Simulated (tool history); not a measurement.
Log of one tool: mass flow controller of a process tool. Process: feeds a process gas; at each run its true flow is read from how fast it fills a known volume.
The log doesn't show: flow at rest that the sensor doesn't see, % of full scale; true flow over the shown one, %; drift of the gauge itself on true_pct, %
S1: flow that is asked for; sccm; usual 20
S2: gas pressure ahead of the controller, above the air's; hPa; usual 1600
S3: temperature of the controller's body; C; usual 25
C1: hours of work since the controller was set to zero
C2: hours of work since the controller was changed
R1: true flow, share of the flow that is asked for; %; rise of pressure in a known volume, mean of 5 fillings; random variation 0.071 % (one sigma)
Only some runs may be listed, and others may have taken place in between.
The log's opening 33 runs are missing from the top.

| run | day | S1 | S2 | S3 | C1 | C2 | R1 |
|---|---|---|---|---|---|---|---|
| 34 | 199.150 | 12 | 1440 | 30 | 644 | 4751 | 98.71 |
| 35 | 205.929 | 12 | 1440 | 30 | 745 | 4852 | 98.76 |
| 36 | 213.271 | 35 | 1440 | 26 | 855 | 4962 | 99.66 |
| 37 | 220.425 | 16 | 2200 | 40 | 962 | 5069 | 97.46 |
| 38 | 225.896 | 6 | 1860 | 28 | 1044 | 5151 | 98.67 |
| 39 | 229.812 | 20 | 2380 | 24 | 1102 | 5209 | 99.48 |
| 40 | 234.225 | 20 | 2380 | 24 | 1168 | 5275 | 99.50 |
| 41 | 238.638 | 20 | 1600 | 22 | 1234 | 5341 | 99.80 |

5 ways to go on from here, each from the tool as it stands after run 41. What would each give?
| A | 243.746 | 20 | 1600 | 36 | 1311 | 5418 | ? |
| B | 243.746 | 50 | 1600 | 22 | 1311 | 5418 | ? |
| C | 243.746 | 20 | 1600 | 22 | 1311 | 5418 | ? |
| D | 243.746 | 32 | 1600 | 25 | 1311 | 5418 | ? |
| E | 243.746 | 20 | 2470 | 25 | 1311 | 5418 | ? |

| run | R1 |
|---|---|
| A | 98.18 |
| B | 100.51 |
| C | 99.73 |
| D | 99.77 |
| E | 99.33 |
Stripped of hidden state, with their random variation kept, the same runs would have yielded:
| run | R1 |
|---|---|
| A | 98.17 |
| B | 100.50 |
| C | 99.72 |
| D | 99.75 |
| E | 99.32 |

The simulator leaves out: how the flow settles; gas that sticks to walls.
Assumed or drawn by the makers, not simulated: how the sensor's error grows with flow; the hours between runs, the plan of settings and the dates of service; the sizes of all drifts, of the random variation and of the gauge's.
